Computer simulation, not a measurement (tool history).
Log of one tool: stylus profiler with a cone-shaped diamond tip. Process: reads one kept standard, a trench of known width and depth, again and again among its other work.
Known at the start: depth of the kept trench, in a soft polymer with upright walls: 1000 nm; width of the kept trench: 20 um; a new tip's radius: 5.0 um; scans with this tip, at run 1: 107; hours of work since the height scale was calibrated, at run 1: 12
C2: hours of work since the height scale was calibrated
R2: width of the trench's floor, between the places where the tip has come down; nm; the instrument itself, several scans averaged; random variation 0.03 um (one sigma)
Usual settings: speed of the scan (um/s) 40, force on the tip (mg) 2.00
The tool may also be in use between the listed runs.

{"run": 1, "day": 0.0, "speed of the scan (um/s)": 40, "force on the tip (mg)": 2.0, "scans with this tip": 107, "C2": 12, "depth of the trench (Å)": 10126.1, "R2": 13860}
{"run": 2, "day": 3.975, "speed of the scan (um/s)": 40, "force on the tip (mg)": 2.0, "scans with this tip": 549, "C2": 60, "depth of the trench (Å)": 10127.1, "R2": 13830}
{"run": 3, "day": 7.292, "speed of the scan (um/s)": 40, "force on the tip (mg)": 5.67, "scans with this tip": 917, "C2": 100, "depth of the trench (Å)": 10249.5, "R2": 13830}
{"run": 4, "day": 12.004, "speed of the scan (um/s)": 40, "force on the tip (mg)": 5.67, "scans with this tip": 1441, "C2": 158, "depth of the trench (Å)": 10251.5, "R2": 13830}
{"run": 5, "day": 17.329, "speed of the scan (um/s)": 14, "force on the tip (mg)": 2.0, "scans with this tip": 2032, "C2": 222, "depth of the trench (Å)": 10130.3, "R2": 13830}
{"run": 6, "day": 22.488, "speed of the scan (um/s)": 21, "force on the tip (mg)": 2.0, "scans with this tip": 2605, "C2": 285, "depth of the trench (Å)": 10135.6, "R2": 13700}
{"run": 7, "day": 25.312, "speed of the scan (um/s)": 21, "force on the tip (mg)": 2.0, "scans with this tip": 2919, "C2": 320, "depth of the trench (Å)": 10137.3, "R2": 13680}
{"run": 8, "day": 27.717, "speed of the scan (um/s)": 25, "force on the tip (mg)": 2.0, "scans with this tip": 3186, "C2": 349, "depth of the trench (Å)": 10135.7, "R2": 13660}
{"run": 9, "day": 30.912, "speed of the scan (um/s)": 25, "force on the tip (mg)": 2.0, "scans with this tip": 3540, "C2": 388, "depth of the trench (Å)": 10136.5, "R2": 13630}
{"run": 10, "day": 34.904, "speed of the scan (um/s)": 105, "force on the tip (mg)": 2.0, "scans with this tip": 3984, "C2": 436, "depth of the trench (Å)": 10136.1, "R2": 13120}
{"run": 11, "day": 40.271, "speed of the scan (um/s)": 105, "force on the tip (mg)": 2.0, "scans with this tip": 4580, "C2": 501, "depth of the trench (Å)": 10141.5, "R2": 13020}
{"run": 12, "day": 45.146, "speed of the scan (um/s)": 105, "force on the tip (mg)": 2.0, "scans with this tip": 5121, "C2": 561, "depth of the trench (Å)": 10145.9, "R2": 12880}
{"run": 13, "day": 48.371, "speed of the scan (um/s)": 105, "force on the tip (mg)": 2.0, "scans with this tip": 5479, "C2": 600, "depth of the trench (Å)": 10144.2, "R2": 12900}
{"day": 48.667, "done": "height scale calibrated on a step standard"}
{"run": 14, "day": 50.792, "speed of the scan (um/s)": 105, "force on the tip (mg)": 2.0, "scans with this tip": 5746, "C2": 26, "depth of the trench (Å)": 10167.4, "R2": 12900}
{"run": 15, "day": 53.512, "speed of the scan (um/s)": 105, "force on the tip (mg)": 2.0, "scans with this tip": 6048, "C2": 59, "depth of the trench (Å)": 10170.1, "R2": 12860}
{"run": 16, "day": 56.525, "speed of the scan (um/s)": 69, "force on the tip (mg)": 1.13, "scans with this tip": 6383, "C2": 96, "depth of the trench (Å)": 10131.6, "R2": 12890}
{"run": 17, "day": 59.1, "speed of the scan (um/s)": 69, "force on the tip (mg)": 1.13, "scans with this tip": 6669, "C2": 127, "depth of the trench (Å)": 10135.8, "R2": 12890}
{"run": 18, "day": 63.533, "speed of the scan (um/s)": 14, "force on the tip (mg)": 5.51, "scans with this tip": 7161, "C2": 181, "depth of the trench (Å)": 10288.1, "R2": 13360}
{"day": 68.75, "done": "height scale calibrated on a step standard, once more"}
{"run": 19, "day": 68.75, "speed of the scan (um/s)": 14, "force on the tip (mg)": 5.51, "scans with this tip": 7738, "C2": 0, "depth of the trench (Å)": 10232.2, "R2": 13280}
{"run": 20, "day": 73.208, "speed of the scan (um/s)": 11, "force on the tip (mg)": 2.0, "scans with this tip": 8233, "C2": 54, "depth of the trench (Å)": 10116.9, "R2": 13270}
{"run": 21, "day": 76.008, "speed of the scan (um/s)": 11, "force on the tip (mg)": 2.0, "scans with this tip": 8544, "C2": 88, "depth of the trench (Å)": 10115.3, "R2": 13190}
{"run": 22, "day": 79.158, "speed of the scan (um/s)": 40, "force on the tip (mg)": 1.22, "scans with this tip": 8894, "C2": 127, "depth of the trench (Å)": 10084.1, "R2": 12930}
{"run": 23, "day": 81.488, "speed of the scan (um/s)": 28, "force on the tip (mg)": 3.83, "scans with this tip": 9152, "C2": 155, "depth of the trench (Å)": 10185.3, "R2": 13090}
{"run": 24, "day": 86.654, "speed of the scan (um/s)": 28, "force on the tip (mg)": 3.83, "scans with this tip": 9726, "C2": 218, "depth of the trench (Å)": 10188.0, "R2": 13090}
{"run": 25, "day": 91.075, "speed of the scan (um/s)": 12, "force on the tip (mg)": 2.71, "scans with this tip": 10218, "C2": 271, "depth of the trench (Å)": 10151.8, "R2": 13090}

How the hidden state differs across the entries between the runs, from the last listed run before each to the first after it:
Between runs 13 and 14: height scale calibrated on a step standard (day 48.667)
  radius of the tip, um: 5.67 -> 5.71; height scale over the true one, %: 0.273 -> 0.457
  measured less the result without the state, depth of the trench (Å): +27.6 -> +46.3; R2: -430 -> -450 nm
Between runs 18 and 19: height scale calibrated on a step standard, once more (day 68.750)
  radius of the tip, um: 5.93 -> 6.01; height scale over the true one, %: 0.521 -> -0.055
  measured less the result without the state, depth of the trench (Å): +53.3 -> -5.6; R2: -590 -> -640 nm
